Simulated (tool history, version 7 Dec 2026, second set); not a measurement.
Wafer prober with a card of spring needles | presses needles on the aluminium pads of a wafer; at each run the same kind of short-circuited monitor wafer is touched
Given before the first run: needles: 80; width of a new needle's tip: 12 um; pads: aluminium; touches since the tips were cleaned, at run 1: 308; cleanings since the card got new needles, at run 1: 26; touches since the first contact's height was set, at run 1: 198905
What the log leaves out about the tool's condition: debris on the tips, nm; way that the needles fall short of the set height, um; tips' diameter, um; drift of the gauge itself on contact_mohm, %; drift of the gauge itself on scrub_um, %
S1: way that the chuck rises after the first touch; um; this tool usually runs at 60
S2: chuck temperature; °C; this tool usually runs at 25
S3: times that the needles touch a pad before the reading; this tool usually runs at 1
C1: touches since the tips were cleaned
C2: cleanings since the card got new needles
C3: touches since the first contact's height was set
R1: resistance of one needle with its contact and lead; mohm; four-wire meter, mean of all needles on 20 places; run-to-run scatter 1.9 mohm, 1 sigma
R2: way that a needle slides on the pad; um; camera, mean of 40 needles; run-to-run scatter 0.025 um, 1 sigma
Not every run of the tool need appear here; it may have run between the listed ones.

run 1 hour=0 | S1=60 S2=25 S3=1 | C1=308 C2=26 C3=198905 | R1=196 R2=13.52
run 2 hour=12.3 | S1=60 S2=25 S3=1 | C1=4653 C2=26 C3=203250 | R1=196 R2=13.57
-- hour=19.4 tips cleaned on abrasive film
run 3 hour=29.5 | S1=60 S2=25 S3=1 | C1=3553 C2=27 C3=209312 | R1=197 R2=13.58
-- hour=35.1 height of the first contact set anew
-- hour=39.8 tips cleaned on abrasive film
run 4 hour=44.3 | S1=60 S2=25 S3=1 | C1=1590 C2=28 C3=3228 | R1=196 R2=13.6
run 5 hour=54.5 | S1=48 S2=25 S3=1 | C1=5180 C2=28 C3=6818 | R1=200 R2=10.88
-- hour=58.9 tips cleaned on abrasive film
run 6 hour=73.2 | S1=48 S2=25 S3=1 | C1=5090 C2=29 C3=13437 | R1=199 R2=10.92
-- hour=79.2 tips cleaned on abrasive film
run 7 hour=85.6 | S1=60 S2=25 S3=1 | C1=2271 C2=30 C3=17791 | R1=197 R2=13.68
run 8 hour=96.5 | S1=60 S2=25 S3=1 | C1=6130 C2=30 C3=21650 | R1=193 R2=13.6
-- hour=98.7 tips cleaned on abrasive film
run 9 hour=110.7 | S1=60 S2=25 S3=1 | C1=4257 C2=31 C3=26632 | R1=195 R2=13.68
-- hour=118.8 tips cleaned on abrasive film
run 10 hour=128.4 | S1=76 S2=25 S3=1 | C1=3395 C2=32 C3=32891 | R1=192 R2=17.27
-- hour=138.6 tips cleaned on abrasive film
run 11 hour=146.1 | S1=76 S2=25 S3=1 | C1=2679 C2=33 C3=39125 | R1=196 R2=17.37
-- hour=157.8 tips cleaned on abrasive film
run 12 hour=163.5 | S1=76 S2=25 S3=1 | C1=2017 C2=34 C3=45256 | R1=195 R2=17.36
-- hour=177.6 tips cleaned on abrasive film
run 13 hour=180.6 | S1=76 S2=25 S3=1 | C1=1088 C2=35 C3=51282 | R1=191 R2=17.34
run 14 hour=194.5 | S1=76 S2=25 S3=1 | C1=6008 C2=35 C3=56202 | R1=193 R2=17.48
-- hour=197.3 tips cleaned on abrasive film
run 15 hour=213.3 | S1=60 S2=25 S3=1 | C1=5682 C2=36 C3=62840 | R1=196 R2=13.78
-- hour=216.3 tips cleaned on abrasive film
run 16 hour=233.1 | S1=60 S2=94 S3=1 | C1=5941 C2=37 C3=69801 | R1=211 R2=13.78
-- hour=236.4 tips cleaned on abrasive film
run 17 hour=251.2 | S1=60 S2=94 S3=1 | C1=5271 C2=38 C3=76201 | R1=212 R2=13.8
-- hour=255.6 tips cleaned on abrasive film
run 18 hour=265.9 | S1=60 S2=33 S3=3 | C1=3650 C2=39 C3=81362 | R1=196 R2=13.84
-- hour=274.9 tips cleaned on abrasive film
run 19 hour=283.8 | S1=45 S2=25 S3=3 | C1=3163 C2=40 C3=87671 | R1=202 R2=10.36
-- hour=294 tips cleaned on abrasive film
run 20 hour=302.5 | S1=60 S2=37 S3=2 | C1=3003 C2=41 C3=94260 | R1=198 R2=13.83
run 21 hour=311.9 | S1=50 S2=25 S3=3 | C1=6319 C2=41 C3=97576 | R1=200 R2=11.5
-- hour=313.2 tips cleaned on abrasive film
run 22 hour=330 | S1=50 S2=25 S3=3 | C1=5948 C2=42 C3=103968 | R1=203 R2=11.55
-- hour=332.7 tips cleaned on abrasive film
run 23 hour=346.5 | S1=49 S2=63 S3=2 | C1=4868 C2=43 C3=109774 | R1=208 R2=11.34
-- hour=352.5 tips cleaned on abrasive film
-- hour=353.8 gauge calibrated
run 24 hour=362.3 | S1=74 S2=88 S3=1 | C1=3461 C2=44 C3=115340 | R1=207 R2=16.74
-- hour=371.7 tips cleaned on abrasive film
run 25 hour=371.7 | S1=74 S2=88 S3=1 | C1=0 C2=45 C3=118638 | R1=208 R2=16.72
run 26 hour=382.2 | S1=74 S2=88 S3=1 | C1=3742 C2=45 C3=122380 | R1=202 R2=16.74
-- hour=391.6 tips cleaned on abrasive film
run 27 hour=396.4 | S1=60 S2=37 S3=1 | C1=1709 C2=46 C3=127362 | R1=196 R2=13.6
-- hour=410.8 tips cleaned on abrasive film
run 28 hour=414.3 | S1=60 S2=59 S3=3 | C1=1241 C2=47 C3=133656 | R1=209 R2=13.62
-- hour=430.7 tips cleaned on abrasive film
run 29 hour=431.3 | S1=40 S2=39 S3=1 | C1=192 C2=48 C3=139643 | R1=203 R2=9.06
run 30 hour=442.9 | S1=40 S2=39 S3=1 | C1=4301 C2=48 C3=143752 | R1=211 R2=9.09
-- hour=449.9 tips cleaned on abrasive film
run 31 hour=450.9 | S1=51 S2=60 S3=1 | C1=355 C2=49 C3=146572 | R1=207 R2=11.62
-- hour=469.9 tips cleaned on abrasive film
run 32 hour=470.5 | S1=57 S2=85 S3=1 | C1=195 C2=50 C3=153467 | R1=214 R2=13
run 33 hour=484.7 | S1=59 S2=25 S3=1 | C1=5229 C2=50 C3=158501 | R1=195 R2=13.46

How the hidden state differs across the entries between the runs, from the last listed run before each to the first after it:
Run 2 -> run 3: tips cleaned on abrasive film (hour 19.4)
  debris on the tips, nm: 1.1 -> 0.9; drift of the gauge itself on scrub_um, %: 0.09 -> 0.21
  the result without the hidden state subtracted from the measured one, R2: +0.01 -> +0.02 um
Run 3 -> run 4: height of the first contact set anew (hour 35.1); tips cleaned on abrasive film (hour 39.8)
  debris on the tips, nm: 0.9 -> 0.5; way that the needles fall short of the set height, um: 0.01 -> 0; drift of the gauge itself on scrub_um, %: 0.21 -> 0.31
  the result without the hidden state subtracted from the measured one, R2: +0.02 -> +0.04 um
Run 5 -> run 6: tips cleaned on abrasive film (hour 58.9)
  drift of the gauge itself on scrub_um, %: 0.38 -> 0.51
  the result without the hidden state subtracted from the measured one, R2: +0.04 -> +0.05 um
Run 6 -> run 7: tips cleaned on abrasive film (hour 79.2)
  debris on the tips, nm: 1.1 -> 0.7; drift of the gauge itself on scrub_um, %: 0.51 -> 0.6
  the result without the hidden state subtracted from the measured one, R2: +0.05 -> +0.09 um
Run 8 -> run 9: tips cleaned on abrasive film (hour 98.7)
  debris on the tips, nm: 1.2 -> 1; drift of the gauge itself on scrub_um, %: 0.68 -> 0.78
  the result without the hidden state subtracted from the measured one, R2: +0.09 -> +0.11 um
Run 9 -> run 10: tips cleaned on abrasive film (hour 118.8)
  debris on the tips, nm: 1 -> 0.9; drift of the gauge itself on scrub_um, %: 0.78 -> 0.9
  the result without the hidden state subtracted from the measured one, R2: +0.11 -> +0.15 um
Run 10 -> run 11: tips cleaned on abrasive film (hour 138.6)
  debris on the tips, nm: 0.9 -> 0.8; tips' diameter, um: 12 -> 12.01; drift of the gauge itself on scrub_um, %: 0.9 -> 1.03
  the result without the hidden state subtracted from the measured one, R2: +0.15 -> +0.17 um
Run 11 -> run 12: tips cleaned on abrasive film (hour 157.8)
  debris on the tips, nm: 0.8 -> 0.6; drift of the gauge itself on scrub_um, %: 1.03 -> 1.15
  the result without the hidden state subtracted from the measured one, R2: +0.17 -> +0.2 um
Run 12 -> run 13: tips cleaned on abrasive film (hour 177.6)
  debris on the tips, nm: 0.6 -> 0.4; drift of the gauge itself on scrub_um, %: 1.15 -> 1.27
  the result without the hidden state subtracted from the measured one, R2: +0.2 -> +0.22 um
Run 14 -> run 15: tips cleaned on abrasive film (hour 197.3)
  drift of the gauge itself on scrub_um, %: 1.37 -> 1.5
  the result without the hidden state subtracted from the measured one, R2: +0.24 -> +0.2 um
Run 15 -> run 16: tips cleaned on abrasive film (hour 216.3)
  drift of the gauge itself on scrub_um, %: 1.5 -> 1.64
  the result without the hidden state subtracted from the measured one, R2: +0.2 -> +0.22 um
Run 16 -> run 17: tips cleaned on abrasive film (hour 236.4)
  drift of the gauge itself on scrub_um, %: 1.64 -> 1.76
  the result without the hidden state subtracted from the measured one, R2: +0.22 -> +0.24 um
Run 17 -> run 18: tips cleaned on abrasive film (hour 255.6)
  debris on the tips, nm: 1.2 -> 0.9; way that the needles fall short of the set height, um: 0 -> 0.01; drift of the gauge itself on scrub_um, %: 1.76 -> 1.87
  the result without the hidden state subtracted from the measured one, R2: +0.24 -> +0.25 um
Run 18 -> run 19: tips cleaned on abrasive film (hour 274.9)
  debris on the tips, nm: 0.9 -> 0.8; drift of the gauge itself on scrub_um, %: 1.87 -> 1.99
  the result without the hidden state subtracted from the measured one, R2: +0.25 -> +0.2 um
Run 19 -> run 20: tips cleaned on abrasive film (hour 294)
  drift of the gauge itself on scrub_um, %: 1.99 -> 2.12
  the result without the hidden state subtracted from the measured one, R2: +0.2 -> +0.28 um
Run 21 -> run 22: tips cleaned on abrasive film (hour 313.2)
  drift of the gauge itself on scrub_um, %: 2.19 -> 2.32
  the result without the hidden state subtracted from the measured one, R2: +0.25 -> +0.26 um
Run 22 -> run 23: tips cleaned on abrasive film (hour 332.7)
  debris on the tips, nm: 1.2 -> 1.1; drift of the gauge itself on scrub_um, %: 2.32 -> 2.43
  the result without the hidden state subtracted from the measured one, R2: +0.26 -> +0.27 um
Run 23 -> run 24: tips cleaned on abrasive film (hour 352.5); gauge calibrated (hour 353.8)
  debris on the tips, nm: 1.1 -> 0.9; drift of the gauge itself on scrub_um, %: 2.43 -> 0.06
  the result without the hidden state subtracted from the measured one, R2: +0.27 -> +0.01 um
Run 24 -> run 25: tips cleaned on abrasive film (hour 371.7)
  debris on the tips, nm: 0.9 -> 0.1; drift of the gauge itself on scrub_um, %: 0.06 -> 0.13
  the result without the hidden state subtracted from the measured one, R2: +0.01 -> +0.02 um
Run 26 -> run 27: tips cleaned on abrasive film (hour 391.6)
  debris on the tips, nm: 0.9 -> 0.6; drift of the gauge itself on scrub_um, %: 0.2 -> 0.3
  the result without the hidden state subtracted from the measured one, R2: +0.03 -> +0.04 um
Run 27 -> run 28: tips cleaned on abrasive film (hour 410.8)
  debris on the tips, nm: 0.6 -> 0.4; drift of the gauge itself on scrub_um, %: 0.3 -> 0.42
  the result without the hidden state subtracted from the measured one, R2: +0.04 -> +0.06 um
Run 28 -> run 29: tips cleaned on abrasive film (hour 430.7)
  debris on the tips, nm: 0.4 -> 0.2; drift of the gauge itself on scrub_um, %: 0.42 -> 0.54
  the result without the hidden state subtracted from the measured one, R2: +0.06 -> +0.05 um
Run 30 -> run 31: tips cleaned on abrasive film (hour 449.9)
  debris on the tips, nm: 1 -> 0.2; drift of the gauge itself on scrub_um, %: 0.63 -> 0.68
  the result without the hidden state subtracted from the measured one, R2: +0.06 -> +0.07 um
Run 31 -> run 32: tips cleaned on abrasive film (hour 469.9)
  drift of the gauge itself on scrub_um, %: 0.68 -> 0.82
  the result without the hidden state subtracted from the measured one, R2: +0.07 -> +0.1 um
